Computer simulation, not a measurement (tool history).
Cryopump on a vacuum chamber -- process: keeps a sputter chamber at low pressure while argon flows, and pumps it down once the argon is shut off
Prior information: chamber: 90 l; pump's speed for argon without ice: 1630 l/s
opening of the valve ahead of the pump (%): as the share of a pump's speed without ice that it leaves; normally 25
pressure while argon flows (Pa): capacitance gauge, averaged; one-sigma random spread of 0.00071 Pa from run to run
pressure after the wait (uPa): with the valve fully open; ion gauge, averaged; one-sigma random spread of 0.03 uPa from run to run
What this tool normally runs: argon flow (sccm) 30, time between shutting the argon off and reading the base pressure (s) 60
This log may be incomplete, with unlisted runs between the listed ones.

run,hour,argon flow (sccm),time between shutting the argon off and reading the base pressure (s),opening of the valve ahead of the pump (%),pressure while argon flows (Pa),pressure after the wait (uPa)
1,0.0,30,60,25,0.1351,4.15
2,10.5,30,60,25,0.1360,4.13
3,19.8,30,127,25,0.1346,3.40
4,27.5,30,127,25,0.1359,3.53
5,36.2,30,127,25,0.1351,3.54
6,50.0,30,127,25,0.1368,3.56
7,62.3,20,60,25,0.0911,4.13
8,72.0,20,60,25,0.0918,4.37
9,79.3,20,60,25,0.0921,4.25
10,86.5,20,60,42,0.0581,4.39
11,96.6,30,60,25,0.1385,4.31
12,104.2,30,60,29,0.1196,4.32
13,111.0,30,60,29,0.1199,4.43
14,123.6,30,60,29,0.1206,4.28
# hour 127.5: leaking fittings of the chamber tightened, without venting
15,137.2,30,60,29,0.1211,1.63
16,145.3,30,60,30,0.1185,1.67
17,158.6,30,60,25,0.1386,1.59
18,166.4,30,60,25,0.1380,1.61
19,178.4,30,61,37,0.0987,1.66
20,185.2,30,216,19,0.1777,0.71

What does the tool deliver on the next run?
21,199.3,32,60,25,?,?

Logged for run 21: pressure while argon flows (Pa) 0.1498, pressure after the wait (uPa) 1.64.
Take away the tool's hidden state, keep the run-to-run variation as it was, and the same run would have given pressure while argon flows (Pa) 0.1332, pressure after the wait (uPa) 1.46.
